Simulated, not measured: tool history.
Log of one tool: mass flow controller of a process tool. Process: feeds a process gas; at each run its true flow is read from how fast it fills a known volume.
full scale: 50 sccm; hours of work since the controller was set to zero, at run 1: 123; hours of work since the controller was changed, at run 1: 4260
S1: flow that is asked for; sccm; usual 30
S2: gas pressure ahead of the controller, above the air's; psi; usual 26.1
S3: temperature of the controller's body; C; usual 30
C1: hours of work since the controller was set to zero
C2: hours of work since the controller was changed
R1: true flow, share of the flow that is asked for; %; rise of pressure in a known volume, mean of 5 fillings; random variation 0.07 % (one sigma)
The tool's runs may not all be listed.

run 1 hour=0.0 | S1=30 S2=26.1 S3=30 | C1=123 C2=4260 | R1=97.77
run 2 hour=211.0 | S1=30 S2=26.1 S3=30 | C1=247 C2=4384 | R1=97.90
run 3 hour=441.4 | S1=30 S2=26.1 S3=30 | C1=382 C2=4519 | R1=98.00
run 4 hour=600.8 | S1=30 S2=26.1 S3=30 | C1=475 C2=4612 | R1=97.89
run 5 hour=814.0 | S1=30 S2=26.1 S3=30 | C1=600 C2=4737 | R1=97.92
run 6 hour=1133.8 | S1=30 S2=26.1 S3=30 | C1=787 C2=4925 | R1=97.98
run 7 hour=1428.9 | S1=30 S2=26.1 S3=28 | C1=960 C2=5098 | R1=97.94
run 8 hour=1628.6 | S1=38 S2=26.1 S3=28 | C1=1078 C2=5215 | R1=98.23
run 9 hour=1890.7 | S1=17 S2=26.1 S3=30 | C1=1231 C2=5368 | R1=97.76
run 10 hour=2224.1 | S1=17 S2=26.1 S3=30 | C1=1427 C2=5564 | R1=98.07
run 11 hour=2555.9 | S1=17 S2=26.1 S3=30 | C1=1621 C2=5758 | R1=98.05
run 12 hour=2750.4 | S1=17 S2=26.1 S3=30 | C1=1735 C2=5872 | R1=98.20
run 13 hour=2901.9 | S1=17 S2=26.1 S3=30 | C1=1824 C2=5961 | R1=98.22
run 14 hour=3266.9 | S1=30 S2=37.3 S3=30 | C1=2038 C2=6175 | R1=98.46
run 15 hour=3475.7 | S1=30 S2=37.3 S3=30 | C1=2160 C2=6297 | R1=98.44
-- hour=3506.9 controller's zero set anew
run 16 hour=3800.6 | S1=30 S2=37.3 S3=30 | C1=172 C2=6488 | R1=99.31
run 17 hour=4005.9 | S1=30 S2=22.5 S3=30 | C1=293 C2=6608 | R1=99.31
run 18 hour=4361.5 | S1=30 S2=22.5 S3=30 | C1=501 C2=6816 | R1=99.19
-- hour=4523.7 controller's zero set anew, once more
run 19 hour=4680.4 | S1=30 S2=26.1 S3=23 | C1=92 C2=7003 | R1=96.41
run 20 hour=4938.9 | S1=30 S2=28.4 S3=39 | C1=243 C2=7155 | R1=97.97
run 21 hour=5235.1 | S1=10 S2=28.6 S3=32 | C1=417 C2=7328 | R1=96.54
run 22 hour=5435.2 | S1=10 S2=28.6 S3=32 | C1=534 C2=7445 | R1=96.72
run 23 hour=5715.4 | S1=10 S2=26.1 S3=23 | C1=699 C2=7610 | R1=95.91
run 24 hour=5961.9 | S1=10 S2=26.1 S3=23 | C1=843 C2=7754 | R1=96.12
run 25 hour=6296.0 | S1=30 S2=21.9 S3=23 | C1=1039 C2=7950 | R1=96.49
run 26 hour=6660.1 | S1=7 S2=26.1 S3=25 | C1=1252 C2=8163 | R1=97.89
run 27 hour=6881.0 | S1=48 S2=30.9 S3=30 | C1=1382 C2=8293 | R1=98.35
run 28 hour=7167.5 | S1=48 S2=30.9 S3=30 | C1=1550 C2=8461 | R1=98.30
run 29 hour=7323.1 | S1=48 S2=30.9 S3=30 | C1=1641 C2=8552 | R1=98.30

Forecast each of these 3 alternatives for the next run:
run A hour=7549.1 | S1=41 S2=26.1 S3=30 | C1=1773 C2=8685 | R1=?
run B hour=7549.1 | S1=30 S2=38.1 S3=28 | C1=1773 C2=8685 | R1=?
run C hour=7549.1 | S1=7 S2=30.9 S3=30 | C1=1773 C2=8685 | R1=?

run=A R1=97.90
run=B R1=97.35
run=C R1=99.64
Without the tool's hidden state the same runs would have given:
run=A R1=99.86
run=B R1=99.02
run=C R1=97.77
